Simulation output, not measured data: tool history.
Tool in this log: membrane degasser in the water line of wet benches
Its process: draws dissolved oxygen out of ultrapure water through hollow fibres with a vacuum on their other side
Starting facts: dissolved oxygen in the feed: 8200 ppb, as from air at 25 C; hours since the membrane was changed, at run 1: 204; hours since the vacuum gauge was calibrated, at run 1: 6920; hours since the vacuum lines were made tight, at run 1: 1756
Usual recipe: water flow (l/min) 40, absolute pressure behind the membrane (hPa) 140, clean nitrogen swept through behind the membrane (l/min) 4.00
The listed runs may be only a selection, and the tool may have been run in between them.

run	day	water flow (l/min)	absolute pressure behind the membrane (hPa)	clean nitrogen swept through behind the membrane (l/min)	hours since the membrane was changed	hours since the vacuum gauge was calibrated	hours since the vacuum lines were made tight	dissolved oxygen in the water behind the degasser (ppb)	pressure that the water loses in the fibres (hPa)
1	0.000	40	140	4.00	204	6920	1756	258.9	492.1
2	2.221	40	140	4.00	258	6973	1809	262.3	494.0
3	3.796	40	140	6.26	295	7011	1847	173.5	490.8
4	5.371	40	140	6.26	333	7049	1885	173.6	492.8
5	7.529	40	140	6.26	385	7100	1937	173.7	488.1
6	9.896	40	140	6.26	442	7157	1994	173.5	491.9
7	11.700	40	140	6.26	485	7201	2037	174.3	491.3
8	13.808	40	140	6.26	536	7251	2088	172.0	495.0
9	15.554	40	140	6.26	578	7293	2129	173.1	488.9
# day 15.808: vacuum gauge calibrated
10	17.854	40	140	4.00	632	49	2184	267.7	495.7
11	19.267	40	140	4.00	666	83	2218	267.6	491.0
12	20.529	29	325	3.03	697	113	2248	627.2	359.6
13	21.808	52	307	4.00	727	144	2279	789.7	637.5
14	23.096	28	307	9.92	758	175	2310	193.3	343.1
15	25.238	58	251	9.92	810	226	2361	340.9	714.9
16	26.983	58	251	9.92	852	268	2403	338.7	718.3
17	28.958	58	251	9.92	899	316	2451	339.2	717.1
18	30.208	58	251	9.92	929	346	2481	338.5	716.4
# day 31.121: vacuum gauge calibrated, once more
19	31.354	58	251	9.92	956	6	2508	332.1	716.0
20	32.971	58	251	9.92	995	44	2546	333.9	715.7
21	35.046	58	251	9.92	1044	94	2596	333.7	718.6

Some steps in dissolved oxygen in the water behind the degasser (ppb) between neighbouring runs. How much of each would the tool show without its hidden state too (settings, what came in, random variation), and how much is left for the hidden state, with any gauge scatter that isn't in both results?
The hidden state here: membrane still open, %; true pressure behind the membrane over the reading, kPa; air that leaks in behind the membrane, l/min; drift of the gauge itself on oxygen_ppb, %; drift of the gauge itself on loss_of_pressure_kpa, %.
Run 9 -> 10: clean nitrogen swept through behind the membrane (l/min) 6.26 -> 4.00, vacuum gauge calibrated. dissolved oxygen in the water behind the degasser (ppb) +94.6: hidden state +8.0, all else +86.6.
Run 11 -> 12: water flow (l/min) 40 -> 29, absolute pressure behind the membrane (hPa) 140 -> 325, clean nitrogen swept through behind the membrane (l/min) 4.00 -> 3.03. dissolved oxygen in the water behind the degasser (ppb) +359.6: hidden state -1.2, all else +360.8.
Run 13 -> 14: water flow (l/min) 52 -> 28, clean nitrogen swept through behind the membrane (l/min) 4.00 -> 9.92. dissolved oxygen in the water behind the degasser (ppb) -596.4: hidden state -11.4, all else -585.0.
